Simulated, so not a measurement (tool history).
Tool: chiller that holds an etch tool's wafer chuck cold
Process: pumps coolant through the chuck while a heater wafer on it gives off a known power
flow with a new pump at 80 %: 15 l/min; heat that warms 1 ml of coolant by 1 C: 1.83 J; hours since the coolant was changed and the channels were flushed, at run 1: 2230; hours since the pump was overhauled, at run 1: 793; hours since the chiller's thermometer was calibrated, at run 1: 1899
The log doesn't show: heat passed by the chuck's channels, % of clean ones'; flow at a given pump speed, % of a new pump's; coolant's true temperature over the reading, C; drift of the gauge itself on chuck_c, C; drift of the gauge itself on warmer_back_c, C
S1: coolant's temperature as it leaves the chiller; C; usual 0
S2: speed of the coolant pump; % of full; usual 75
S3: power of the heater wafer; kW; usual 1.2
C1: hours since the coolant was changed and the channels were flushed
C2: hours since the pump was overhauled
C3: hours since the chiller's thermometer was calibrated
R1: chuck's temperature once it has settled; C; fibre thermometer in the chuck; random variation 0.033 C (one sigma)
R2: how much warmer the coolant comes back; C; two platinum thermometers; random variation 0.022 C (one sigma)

Run 1, hour 0: usual settings; C1 2230; C2 793; C3 1899. Result: R1 8.44 C, R2 2.9 C.
Run 2, hour 49: usual settings; C1 2279; C2 842; C3 1948. Result: R1 8.57 C, R2 2.87 C.
Run 3, hour 96.2: usual settings; C1 2326; C2 889; C3 1995. Result: R1 8.46 C, R2 2.88 C.
Run 4, hour 142.4: usual settings but S2 73 % of full; C1 2372; C2 935; C3 2041. Result: R1 8.65 C, R2 3.02 C.
Run 5, hour 176.7: usual settings; C1 2407; C2 970; C3 2076. Result: R1 8.49 C, R2 2.87 C.
Run 6, hour 225.2: usual settings; C1 2455; C2 1018; C3 2124. Result: R1 8.52 C, R2 2.88 C.
Run 7, hour 255.2: usual settings but S3 1.539 kW; C1 2485; C2 1048; C3 2154. Result: R1 11.05 C, R2 3.74 C.
Run 8, hour 309.2: usual settings but S3 1.539 kW; C1 2539; C2 1102; C3 2208. Result: R1 11.03 C, R2 3.67 C.
At hour 318.5: coolant pump overhauled.
Run 9, hour 353.8: usual settings but S2 62 % of full, S3 1.539 kW; C1 2579; C2 35; C3 2248. Result: R1 12.54 C, R2 4.63 C.
Run 10, hour 411.7: usual settings but S2 77 % of full, S3 1.121 kW; C1 2637; C2 93; C3 2306. Result: R1 7.8 C, R2 2.71 C.
Run 11, hour 443.1: usual settings but S2 60 % of full, S3 1.121 kW; C1 2668; C2 125; C3 2337. Result: R1 9.1 C, R2 3.52 C.
At hour 474.8: coolant pump overhauled, once more.
Run 12, hour 480.7: usual settings but S1 4 C; C1 2701; C2 6; C3 2369. Result: R1 12.37 C, R2 2.8 C.
Run 13, hour 526.3: usual settings but S1 6 C, S2 71 % of full, S3 1.344 kW; C1 2746; C2 51; C3 2415. Result: R1 15.82 C, R2 3.4 C.
Run 14, hour 569.6: usual settings but S1 9 C, S2 69 % of full, S3 1.344 kW; C1 2790; C2 95; C3 2458. Result: R1 18.96 C, R2 3.48 C.
Run 15, hour 616.9: usual settings but S1 -3 C, S2 69 % of full, S3 0.871 kW; C1 2837; C2 142; C3 2506. Result: R1 3.24 C, R2 2.25 C.
Run 16, hour 677.4: usual settings but S1 -9 C, S3 0.689 kW; C1 2897; C2 203; C3 2566. Result: R1 -4.49 C, R2 1.66 C.
Run 17, hour 729.3: usual settings but S1 4 C, S3 0.831 kW; C1 2949; C2 254; C3 2618. Result: R1 9.63 C, R2 1.94 C.
Run 18, hour 770.1: usual settings but S1 -9 C, S3 1.115 kW; C1 2990; C2 295; C3 2659. Result: R1 -1.26 C, R2 2.62 C.

5 ways to go on from here, each from the tool as it stands after run 18. What would each give?
Run A, hour 829.9: usual settings but S1 -2 C, S3 1.115 kW; C1 3050; C2 355; C3 2719. Result: R1 ?, R2 ?.
Run B, hour 829.9: usual settings but S1 -5 C, S2 80 % of full, S3 1.63 kW; C1 3050; C2 355; C3 2719. Result: R1 ?, R2 ?.
Run C, hour 829.9: usual settings but S1 -1 C, S2 70 % of full, S3 0.646 kW; C1 3050; C2 355; C3 2719. Result: R1 ?, R2 ?.
Run D, hour 829.9: usual settings but S1 6 C, S2 88 % of full, S3 0.692 kW; C1 3050; C2 355; C3 2719. Result: R1 ?, R2 ?.
Run E, hour 829.9: usual settings but S1 1 C, S2 90 % of full, S3 0.657 kW; C1 3050; C2 355; C3 2719. Result: R1 ?, R2 ?.

run     R1    R2
  A   5.75  2.65
  B   6.21  3.61
  C   3.39  1.65
  D  10.09  1.36
  E   4.74  1.25
Without the tool's hidden state the same runs would have given:
run     R1    R2
  A    5.9  2.63
  B   6.13  3.58
  C   3.76  1.63
  D  10.47  1.35
  E   5.15  1.24
